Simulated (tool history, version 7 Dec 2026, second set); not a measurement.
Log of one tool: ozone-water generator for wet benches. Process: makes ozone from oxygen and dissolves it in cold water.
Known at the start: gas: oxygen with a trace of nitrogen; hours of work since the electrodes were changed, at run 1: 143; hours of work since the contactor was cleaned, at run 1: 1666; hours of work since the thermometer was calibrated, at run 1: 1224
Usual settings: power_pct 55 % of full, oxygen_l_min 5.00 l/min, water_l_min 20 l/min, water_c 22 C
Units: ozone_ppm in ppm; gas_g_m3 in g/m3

| run | hour | power_pct | oxygen_l_min | water_l_min | water_c | hours of work since the electrodes were changed | hours of work since the contactor was cleaned | hours of work since the thermometer was calibrated | ozone_ppm | gas_g_m3 |
|---|---|---|---|---|---|---|---|---|---|---|
| 1 | 0.0 | 55 | 5.00 | 20 | 22 | 143 | 1666 | 1224 | 15.9 | 144.8 |
| 2 | 28.9 | 55 | 5.00 | 20 | 22 | 161 | 1684 | 1242 | 15.9 | 145.8 |
| 3 | 84.9 | 55 | 5.00 | 20 | 22 | 196 | 1719 | 1277 | 16.2 | 142.8 |
| 4 | 111.2 | 55 | 5.00 | 20 | 22 | 213 | 1736 | 1294 | 16.2 | 145.5 |
| 5 | 141.3 | 55 | 5.00 | 20 | 16 | 231 | 1755 | 1312 | 17.8 | 143.1 |
| 6 | 179.1 | 55 | 5.00 | 20 | 16 | 255 | 1778 | 1336 | 17.5 | 144.9 |
| 7 | 213.3 | 55 | 5.00 | 20 | 16 | 276 | 1800 | 1358 | 17.5 | 146.2 |
| 8 | 237.7 | 55 | 5.00 | 20 | 22 | 292 | 1815 | 1373 | 16.0 | 143.7 |
| 9 | 264.7 | 55 | 5.00 | 20 | 22 | 309 | 1832 | 1390 | 16.0 | 143.7 |
| 10 | 310.4 | 55 | 5.00 | 20 | 22 | 337 | 1861 | 1418 | 16.1 | 145.8 |
| 11 | 367.0 | 55 | 5.00 | 20 | 22 | 373 | 1896 | 1454 | 16.1 | 145.7 |
| 12 | 399.6 | 55 | 5.00 | 20 | 22 | 393 | 1917 | 1474 | 16.2 | 143.7 |
| 13 | 436.7 | 55 | 5.00 | 20 | 22 | 416 | 1940 | 1498 | 16.1 | 144.4 |
| 14 | 467.5 | 55 | 5.00 | 20 | 22 | 436 | 1959 | 1517 | 16.0 | 142.9 |
| 15 | 523.1 | 55 | 5.00 | 20 | 22 | 471 | 1994 | 1552 | 16.0 | 145.7 |
| 16 | 575.6 | 55 | 5.00 | 20 | 22 | 503 | 2027 | 1585 | 16.2 | 145.8 |
| 17 | 614.5 | 55 | 5.00 | 20 | 22 | 528 | 2051 | 1609 | 15.9 | 144.1 |
| 18 | 661.8 | 57 | 5.02 | 30 | 22 | 557 | 2081 | 1639 | 11.9 | 148.8 |
| 19 | 717.4 | 55 | 5.00 | 15 | 22 | 592 | 2116 | 1673 | 19.6 | 144.6 |
| 20 | 757.9 | 88 | 5.76 | 20 | 29 | 618 | 2141 | 1699 | 21.5 | 203.8 |
| 21 | 816.6 | 83 | 3.49 | 26 | 19 | 654 | 2178 | 1736 | 19.8 | 267.9 |
| 22 | 866.3 | 87 | 3.49 | 31 | 19 | 686 | 2209 | 1767 | 17.6 | 275.8 |
| 23 | 920.4 | 87 | 3.49 | 31 | 19 | 719 | 2243 | 1801 | 17.2 | 279.1 |
| 24 | 952.3 | 94 | 3.49 | 13 | 28 | 739 | 2263 | 1821 | 33.4 | 298.8 |
| 25 | 981.5 | 46 | 5.00 | 20 | 22 | 758 | 2281 | 1839 | 13.7 | 122.0 |
| 26 | 1005.8 | 72 | 5.40 | 20 | 22 | 773 | 2296 | 1854 | 20.5 | 178.1 |
| 27 | 1048.6 | 49 | 5.40 | 20 | 19 | 800 | 2323 | 1881 | 14.8 | 124.0 |
| 28 | 1072.5 | 49 | 5.40 | 20 | 19 | 815 | 2338 | 1896 | 15.0 | 122.8 |
| 29 | 1105.1 | 49 | 5.40 | 17 | 19 | 835 | 2359 | 1916 | 16.8 | 124.6 |
| 30 | 1134.0 | 49 | 5.40 | 17 | 19 | 853 | 2377 | 1934 | 16.6 | 123.3 |
| 31 | 1160.9 | 55 | 7.79 | 21 | 22 | 870 | 2393 | 1951 | 14.4 | 110.3 |
| 32 | 1206.2 | 55 | 5.43 | 20 | 22 | 899 | 2422 | 1980 | 16.0 | 135.6 |
| 33 | 1233.6 | 55 | 5.43 | 20 | 25 | 916 | 2439 | 1997 | 15.4 | 137.1 |
| 34 | 1257.4 | 55 | 5.43 | 20 | 25 | 931 | 2454 | 2012 | 15.0 | 135.6 |

3 ways to go on from here, each from the tool as it stands after run 34. What would each give?
| A | 1306.7 | 55 | 7.80 | 20 | 26 | 961 | 2485 | 2043 | ? | ? |
| B | 1306.7 | 42 | 5.80 | 32 | 25 | 961 | 2485 | 2043 | ? | ? |
| C | 1306.7 | 61 | 4.51 | 20 | 17 | 961 | 2485 | 2043 | ? | ? |

| run | ozone_ppm | gas_g_m3 |
|---|---|---|
| A | 13.9 | 109.5 |
| B | 8.1 | 104.0 |
| C | 19.0 | 168.9 |
Without the tool's hidden state the same runs would have given:
| run | ozone_ppm | gas_g_m3 |
|---|---|---|
| A | 13.9 | 109.6 |
| B | 8.1 | 104.0 |
| C | 19.0 | 168.9 |
